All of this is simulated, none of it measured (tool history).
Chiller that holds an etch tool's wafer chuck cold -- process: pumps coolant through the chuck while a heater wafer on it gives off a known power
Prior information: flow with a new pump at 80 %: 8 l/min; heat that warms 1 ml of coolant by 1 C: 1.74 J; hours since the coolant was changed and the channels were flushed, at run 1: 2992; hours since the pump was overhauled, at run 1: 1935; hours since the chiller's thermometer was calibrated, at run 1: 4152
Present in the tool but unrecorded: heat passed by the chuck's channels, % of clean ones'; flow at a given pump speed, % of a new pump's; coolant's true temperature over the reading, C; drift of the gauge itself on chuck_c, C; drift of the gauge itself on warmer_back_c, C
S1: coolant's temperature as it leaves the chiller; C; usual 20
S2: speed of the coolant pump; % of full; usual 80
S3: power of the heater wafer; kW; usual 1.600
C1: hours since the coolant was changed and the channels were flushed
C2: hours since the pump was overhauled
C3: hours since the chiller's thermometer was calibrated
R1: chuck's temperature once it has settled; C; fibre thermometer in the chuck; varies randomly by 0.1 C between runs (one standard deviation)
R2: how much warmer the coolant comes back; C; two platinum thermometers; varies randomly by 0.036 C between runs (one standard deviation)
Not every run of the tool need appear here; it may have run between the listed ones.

run,hour,S1,S2,S3,C1,C2,C3,R1,R2
1,0.0,20,80,1.600,2992,1935,4152,35.1,6.93
2,31.5,20,87,1.600,3023,1967,4183,34.2,6.30
3,59.1,21,80,1.600,3051,1995,4211,36.2,6.92
4,94.4,21,80,1.600,3086,2030,4246,36.1,6.98
5,136.2,21,80,1.600,3128,2072,4288,36.1,6.94
6,186.6,25,80,1.600,3178,2122,4339,40.0,7.00
7,226.6,25,80,1.600,3218,2162,4378,40.0,6.98
8,259.1,25,80,1.600,3251,2195,4411,40.2,6.98
9,310.1,25,80,1.600,3302,2246,4462,40.0,7.02
10,338.8,25,80,1.266,3331,2274,4491,36.9,5.58
11,374.5,25,80,1.266,3366,2310,4526,37.0,5.59
12,411.3,25,80,1.266,3403,2347,4563,36.8,5.64
13,465.9,20,80,1.600,3458,2401,4618,35.1,7.12
14,494.5,20,80,1.600,3486,2430,4646,35.2,7.11
15,547.8,20,77,1.572,3540,2483,4700,35.4,7.29

Run 16, settings as shown, results not yet in. Your forecast:
16,593.7,17,63,1.098,3586,2529,4746,?,?

Run 16 yielded R1 29.8 C, R2 6.26 C.
Without the tool's hidden state the same run would have given R1 29.8 C, R2 6.01 C.
